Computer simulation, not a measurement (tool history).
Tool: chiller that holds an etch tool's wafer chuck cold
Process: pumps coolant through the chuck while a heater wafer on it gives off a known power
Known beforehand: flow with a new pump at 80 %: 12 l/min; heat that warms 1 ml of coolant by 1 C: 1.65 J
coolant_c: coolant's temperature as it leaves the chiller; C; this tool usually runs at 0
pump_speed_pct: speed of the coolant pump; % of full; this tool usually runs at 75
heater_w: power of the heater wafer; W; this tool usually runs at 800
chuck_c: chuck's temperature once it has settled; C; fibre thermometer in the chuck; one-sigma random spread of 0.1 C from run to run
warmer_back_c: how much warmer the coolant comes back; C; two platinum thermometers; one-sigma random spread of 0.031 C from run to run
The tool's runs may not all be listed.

{"run": 1, "hour": 0.0, "coolant_c": 0, "pump_speed_pct": 75, "heater_w": 800, "chuck_c": 10.9, "warmer_back_c": 2.69}
{"run": 2, "hour": 27.1, "coolant_c": 0, "pump_speed_pct": 75, "heater_w": 800, "chuck_c": 10.7, "warmer_back_c": 2.68}
{"run": 3, "hour": 71.8, "coolant_c": -3, "pump_speed_pct": 75, "heater_w": 800, "chuck_c": 7.9, "warmer_back_c": 2.71}
{"run": 4, "hour": 95.3, "coolant_c": -3, "pump_speed_pct": 75, "heater_w": 800, "chuck_c": 7.8, "warmer_back_c": 2.73}
{"run": 5, "hour": 119.6, "coolant_c": -3, "pump_speed_pct": 75, "heater_w": 800, "chuck_c": 7.9, "warmer_back_c": 2.73}
{"run": 6, "hour": 142.3, "coolant_c": -9, "pump_speed_pct": 75, "heater_w": 800, "chuck_c": 2.0, "warmer_back_c": 2.7}
{"run": 7, "hour": 187.7, "coolant_c": -9, "pump_speed_pct": 75, "heater_w": 800, "chuck_c": 2.0, "warmer_back_c": 2.74}
{"run": 8, "hour": 236.1, "coolant_c": -9, "pump_speed_pct": 75, "heater_w": 800, "chuck_c": 2.0, "warmer_back_c": 2.7}
{"run": 9, "hour": 271.3, "coolant_c": -9, "pump_speed_pct": 75, "heater_w": 800, "chuck_c": 2.1, "warmer_back_c": 2.76}
{"run": 10, "hour": 299.8, "coolant_c": -9, "pump_speed_pct": 75, "heater_w": 800, "chuck_c": 1.9, "warmer_back_c": 2.69}
{"run": 11, "hour": 340.8, "coolant_c": -9, "pump_speed_pct": 75, "heater_w": 800, "chuck_c": 2.1, "warmer_back_c": 2.74}
{"run": 12, "hour": 363.8, "coolant_c": -9, "pump_speed_pct": 75, "heater_w": 800, "chuck_c": 1.9, "warmer_back_c": 2.71}
{"run": 13, "hour": 394.8, "coolant_c": -9, "pump_speed_pct": 90, "heater_w": 800, "chuck_c": 0.5, "warmer_back_c": 2.22}
{"run": 14, "hour": 433.8, "coolant_c": -9, "pump_speed_pct": 90, "heater_w": 800, "chuck_c": 0.6, "warmer_back_c": 2.26}
{"run": 15, "hour": 457.6, "coolant_c": -9, "pump_speed_pct": 90, "heater_w": 800, "chuck_c": 0.7, "warmer_back_c": 2.29}
{"hour": 471.4, "done": "chiller's thermometer calibrated"}
{"run": 16, "hour": 510.2, "coolant_c": -9, "pump_speed_pct": 90, "heater_w": 800, "chuck_c": 1.1, "warmer_back_c": 2.3}
{"run": 17, "hour": 535.7, "coolant_c": 3, "pump_speed_pct": 60, "heater_w": 800, "chuck_c": 16.7, "warmer_back_c": 3.39}
{"run": 18, "hour": 572.4, "coolant_c": 0, "pump_speed_pct": 78, "heater_w": 473, "chuck_c": 6.8, "warmer_back_c": 1.59}
{"run": 19, "hour": 626.4, "coolant_c": -4, "pump_speed_pct": 65, "heater_w": 773, "chuck_c": 8.3, "warmer_back_c": 3.07}
{"run": 20, "hour": 680.4, "coolant_c": -4, "pump_speed_pct": 65, "heater_w": 951, "chuck_c": 11.3, "warmer_back_c": 3.8}
{"run": 21, "hour": 713.1, "coolant_c": -7, "pump_speed_pct": 72, "heater_w": 1096, "chuck_c": 9.4, "warmer_back_c": 3.95}
{"run": 22, "hour": 767.3, "coolant_c": -7, "pump_speed_pct": 72, "heater_w": 1096, "chuck_c": 9.5, "warmer_back_c": 3.98}
{"run": 23, "hour": 799.7, "coolant_c": 8, "pump_speed_pct": 70, "heater_w": 709, "chuck_c": 18.9, "warmer_back_c": 2.64}
{"run": 24, "hour": 839.6, "coolant_c": 7, "pump_speed_pct": 74, "heater_w": 593, "chuck_c": 15.6, "warmer_back_c": 2.08}
{"run": 25, "hour": 876.5, "coolant_c": 7, "pump_speed_pct": 74, "heater_w": 593, "chuck_c": 15.6, "warmer_back_c": 2.06}
{"run": 26, "hour": 925.7, "coolant_c": 7, "pump_speed_pct": 74, "heater_w": 593, "chuck_c": 15.8, "warmer_back_c": 2.08}
{"run": 27, "hour": 952.2, "coolant_c": 0, "pump_speed_pct": 75, "heater_w": 464, "chuck_c": 6.7, "warmer_back_c": 1.63}
{"run": 28, "hour": 982.3, "coolant_c": 0, "pump_speed_pct": 75, "heater_w": 464, "chuck_c": 6.7, "warmer_back_c": 1.63}
{"run": 29, "hour": 1012.8, "coolant_c": 0, "pump_speed_pct": 75, "heater_w": 464, "chuck_c": 6.9, "warmer_back_c": 1.62}
{"run": 30, "hour": 1040.1, "coolant_c": -3, "pump_speed_pct": 75, "heater_w": 1107, "chuck_c": 13.3, "warmer_back_c": 3.85}
{"run": 31, "hour": 1078.1, "coolant_c": -3, "pump_speed_pct": 75, "heater_w": 1107, "chuck_c": 13.2, "warmer_back_c": 3.81}

Forecast each of these 5 alternatives for the next run:
{"run": "A", "hour": 1123.3, "coolant_c": -4, "pump_speed_pct": 80, "heater_w": 1107, "chuck_c": "?", "warmer_back_c": "?"}
{"run": "B", "hour": 1123.3, "coolant_c": 0, "pump_speed_pct": 64, "heater_w": 800, "chuck_c": "?", "warmer_back_c": "?"}
{"run": "C", "hour": 1123.3, "coolant_c": 5, "pump_speed_pct": 78, "heater_w": 1076, "chuck_c": "?", "warmer_back_c": "?"}
{"run": "D", "hour": 1123.3, "coolant_c": 0, "pump_speed_pct": 75, "heater_w": 800, "chuck_c": "?", "warmer_back_c": "?"}
{"run": "E", "hour": 1123.3, "coolant_c": 0, "pump_speed_pct": 82, "heater_w": 776, "chuck_c": "?", "warmer_back_c": "?"}

run=A chuck_c=11.4 warmer_back_c=3.64
run=B chuck_c=13.2 warmer_back_c=3.25
run=C chuck_c=20.5 warmer_back_c=3.64
run=D chuck_c=11.9 warmer_back_c=2.81
run=E chuck_c=10.6 warmer_back_c=2.51
Had the tool no hidden state, the same runs would have come out as:
run=A chuck_c=8.5 warmer_back_c=3.37
run=B chuck_c=10.8 warmer_back_c=3.00
run=C chuck_c=17.6 warmer_back_c=3.37
run=D chuck_c=9.7 warmer_back_c=2.60
run=E chuck_c=8.6 warmer_back_c=2.32
